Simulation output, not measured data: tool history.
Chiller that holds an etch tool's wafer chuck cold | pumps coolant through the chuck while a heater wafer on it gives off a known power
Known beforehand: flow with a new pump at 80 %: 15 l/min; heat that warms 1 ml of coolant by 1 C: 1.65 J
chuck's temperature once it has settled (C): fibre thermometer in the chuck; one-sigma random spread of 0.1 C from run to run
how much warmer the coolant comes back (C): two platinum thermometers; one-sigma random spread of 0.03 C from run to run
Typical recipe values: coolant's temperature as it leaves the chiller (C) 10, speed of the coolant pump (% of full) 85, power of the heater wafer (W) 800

run	hour	coolant's temperature as it leaves the chiller (C)	speed of the coolant pump (% of full)	power of the heater wafer (W)	chuck's temperature once it has settled (C)	how much warmer the coolant comes back (C)
1	0.0	10	85	800	21.5	1.97
2	39.8	6	85	800	17.2	2.01
3	113.4	6	85	800	17.4	2.01
4	163.2	6	85	800	17.5	2.03
5	230.9	6	85	800	17.6	1.96
6	283.3	6	85	800	17.8	2.00
7	328.8	6	85	800	17.7	2.01
8	417.4	6	85	800	17.7	1.97
9	491.8	6	85	800	17.8	2.03
10	542.3	6	85	800	17.9	2.05
11	596.4	6	85	800	18.0	2.02
12	645.3	6	85	800	18.1	2.06
13	695.7	6	85	800	18.0	2.03
14	773.9	10	85	800	22.3	2.02
15	813.6	10	85	800	22.2	2.06
16	875.2	3	85	800	15.3	2.08
17	919.1	10	67	925	26.3	3.11
18	992.2	17	84	487	24.7	1.31
19	1055.7	10	94	547	18.3	1.26
20	1097.9	1	72	950	17.4	2.99
21	1139.1	13	100	947	26.6	2.02
22	1198.5	13	100	947	26.4	2.04
23	1265.0	7	100	947	20.6	2.05
24	1346.7	3	85	917	17.8	2.39
25	1430.4	14	88	800	26.7	1.99
26	1477.9	14	88	800	26.9	2.00
27	1552.9	16	85	484	24.3	1.33
28	1641.1	16	85	484	24.2	1.24
29	1712.6	0	85	645	10.9	1.66
# hour 1772.1: coolant changed, channels flushed
# hour 1784.8: coolant pump overhauled
30	1794.1	0	74	615	8.2	1.64
31	1835.4	10	97	467	15.5	0.91
32	1893.1	10	85	1134	23.8	2.61

Below are 4 alternative next runs, each starting from the tool's condition after run 32. Predict each:
A	1938.7	6	97	800	?	?
B	1938.7	19	69	869	?	?
C	1938.7	10	83	700	?	?
D	1938.7	10	85	1134	?	?

run	chuck's temperature once it has settled (C)	how much warmer the coolant comes back (C)
A	15.1	1.57
B	31.2	2.50
C	19.0	1.60
D	23.7	2.54
The same runs, with their run-to-run variation unchanged, on a tool lacking any hidden condition would have given:
run	chuck's temperature once it has settled (C)	how much warmer the coolant comes back (C)
A	14.3	1.55
B	30.4	2.48
C	18.2	1.59
D	22.8	2.52

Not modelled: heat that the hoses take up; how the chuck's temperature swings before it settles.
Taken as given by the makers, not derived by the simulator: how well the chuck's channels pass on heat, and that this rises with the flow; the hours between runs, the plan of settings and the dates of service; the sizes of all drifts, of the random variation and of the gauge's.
